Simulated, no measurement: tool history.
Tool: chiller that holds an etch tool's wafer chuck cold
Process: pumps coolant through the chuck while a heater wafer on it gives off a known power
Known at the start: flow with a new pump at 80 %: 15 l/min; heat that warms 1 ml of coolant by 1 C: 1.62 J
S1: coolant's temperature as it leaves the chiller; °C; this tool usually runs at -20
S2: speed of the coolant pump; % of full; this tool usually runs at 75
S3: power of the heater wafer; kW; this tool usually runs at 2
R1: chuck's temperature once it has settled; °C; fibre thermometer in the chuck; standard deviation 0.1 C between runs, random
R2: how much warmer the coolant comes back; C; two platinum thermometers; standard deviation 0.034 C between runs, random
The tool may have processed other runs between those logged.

run   hour   S1   S2     S3    R1    R2
  1      0  -20   75      2  -4.7  5.82
  2   61.9  -20   75      2  -4.7  5.85
  3  137.8  -10   75      2   5.3  5.84
     208.2  -- chiller's thermometer calibrated
  4  208.2  -10   75      2   5.1  5.95
  5  258.2  -10   75      2   4.9  5.83
  6  301.3  -10   68      2   6.2   6.6
  7  358.5  -10   61  1.903   6.8  7.14
  8  416.6  -10   61  1.903   6.9  7.12
  9  475.3  -10   61  1.903     7  7.18
 10  555.5  -13  100  2.528   2.9  5.43

Forecast each of these 5 alternatives for the next run:
     599.5  -- chiller's thermometer calibrated, once more
  A  603.6  -11  75  2.896   ?   ?
     599.5  -- chiller's thermometer calibrated, once more
  B  603.6  -20  75  1.124   ?   ?
     599.5  -- chiller's thermometer calibrated, once more
  C  603.6  -20  75  2.763   ?   ?
     599.5  -- chiller's thermometer calibrated, once more
  D  603.6  -21  84  2.528   ?   ?
     599.5  -- chiller's thermometer calibrated, once more
  E  603.6  -13  70  1.335   ?   ?

run     R1    R2
  A   13.3   8.6
  B  -10.7  3.37
  C    3.2  8.25
  D   -1.6  6.63
  E   -1.4  4.35
Had the tool no hidden state, the same runs would have come out as:
run     R1    R2
  A    9.3  7.68
  B  -12.2  3.01
  C   -0.6  7.36
  D   -4.9  5.92
  E   -3.4  3.89

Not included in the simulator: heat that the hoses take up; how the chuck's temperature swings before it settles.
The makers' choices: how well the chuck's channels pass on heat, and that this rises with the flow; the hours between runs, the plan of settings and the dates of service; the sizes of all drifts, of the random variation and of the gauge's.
